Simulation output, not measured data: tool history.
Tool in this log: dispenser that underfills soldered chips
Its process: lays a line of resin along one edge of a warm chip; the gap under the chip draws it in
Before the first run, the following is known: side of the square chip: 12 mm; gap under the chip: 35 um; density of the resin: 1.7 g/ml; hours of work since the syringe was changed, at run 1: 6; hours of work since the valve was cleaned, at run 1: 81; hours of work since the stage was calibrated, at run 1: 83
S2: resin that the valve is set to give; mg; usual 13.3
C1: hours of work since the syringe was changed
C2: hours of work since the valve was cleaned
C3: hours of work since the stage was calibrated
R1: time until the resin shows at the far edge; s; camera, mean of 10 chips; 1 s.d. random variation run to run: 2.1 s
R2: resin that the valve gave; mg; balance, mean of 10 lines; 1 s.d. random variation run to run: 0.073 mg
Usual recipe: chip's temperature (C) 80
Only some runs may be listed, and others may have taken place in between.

run 1 hour=0 | chip's_temperature_(C)=80 S2=13.3 | C1=6 C2=81 C3=83 | R1=326.4 R2=12.89
run 2 hour=4.6 | chip's_temperature_(C)=80 S2=13.3 | C1=9 C2=84 C3=87 | R1=444.1 R2=12.74
-- hour=7.1 new syringe of resin
run 3 hour=10.6 | chip's_temperature_(C)=80 S2=13.3 | C1=3 C2=89 C3=92 | R1=258.9 R2=12.8
run 4 hour=14.1 | chip's_temperature_(C)=80 S2=11.8 | C1=6 C2=92 C3=94 | R1=330.6 R2=11.43
run 5 hour=17.2 | chip's_temperature_(C)=80 S2=12.2 | C1=8 C2=94 C3=97 | R1=404 R2=11.76
run 6 hour=20.1 | chip's_temperature_(C)=80 S2=12.2 | C1=10 C2=96 C3=99 | R1=483.4 R2=11.67
-- hour=21 new syringe of resin
run 7 hour=24.2 | chip's_temperature_(C)=80 S2=12.2 | C1=3 C2=100 C3=102 | R1=259 R2=11.84
run 8 hour=29.7 | chip's_temperature_(C)=80 S2=12.2 | C1=7 C2=104 C3=107 | R1=370.7 R2=11.71
-- hour=35.1 new syringe of resin
run 9 hour=35.8 | chip's_temperature_(C)=80 S2=15.8 | C1=1 C2=108 C3=111 | R1=206.1 R2=15
run 10 hour=41.1 | chip's_temperature_(C)=67 S2=13.3 | C1=5 C2=113 C3=115 | R1=454.1 R2=12.75
run 11 hour=46.3 | chip's_temperature_(C)=67 S2=13.3 | C1=9 C2=117 C3=120 | R1=647.8 R2=12.71
-- hour=49.3 new syringe of resin
run 12 hour=52.1 | chip's_temperature_(C)=67 S2=13.3 | C1=2 C2=121 C3=124 | R1=367.6 R2=12.63
run 13 hour=55.1 | chip's_temperature_(C)=80 S2=13.9 | C1=5 C2=124 C3=126 | R1=288.7 R2=13.3
-- hour=57.4 dispensing valve cleaned and set on the balance
run 14 hour=60.9 | chip's_temperature_(C)=95 S2=11.6 | C1=8 C2=3 C3=130 | R1=266.7 R2=11.62
-- hour=64.2 new syringe of resin
run 15 hour=67.3 | chip's_temperature_(C)=67 S2=12 | C1=2 C2=8 C3=135 | R1=379.7 R2=11.91
run 16 hour=72.2 | chip's_temperature_(C)=67 S2=12 | C1=6 C2=12 C3=139 | R1=520 R2=12.01
-- hour=78.4 new syringe of resin
run 17 hour=79 | chip's_temperature_(C)=78 S2=16.3 | C1=0 C2=17 C3=144 | R1=219.3 R2=16.09

4 ways to go on from here, each from the tool as it stands after run 17. What would each give?
run A hour=83.3 | chip's_temperature_(C)=71 S2=13 | C1=4 C2=20 C3=147 | R1=? R2=?
run B hour=83.3 | chip's_temperature_(C)=86 S2=16.3 | C1=4 C2=20 C3=147 | R1=? R2=?
run C hour=83.3 | chip's_temperature_(C)=92 S2=16.7 | C1=4 C2=20 C3=147 | R1=? R2=?
run D hour=83.3 | chip's_temperature_(C)=69 S2=12.8 | C1=4 C2=20 C3=147 | R1=? R2=?

run=A R1=375.2 R2=12.73
run=B R1=224.1 R2=16.02
run=C R1=193.3 R2=16.57
run=D R1=401.7 R2=12.57
Had the tool no hidden state, the same runs would have come out as:
run=A R1=281.7 R2=12.86
run=B R1=167.8 R2=16.18
run=C R1=144.7 R2=16.74
run=D R1=301.7 R2=12.7

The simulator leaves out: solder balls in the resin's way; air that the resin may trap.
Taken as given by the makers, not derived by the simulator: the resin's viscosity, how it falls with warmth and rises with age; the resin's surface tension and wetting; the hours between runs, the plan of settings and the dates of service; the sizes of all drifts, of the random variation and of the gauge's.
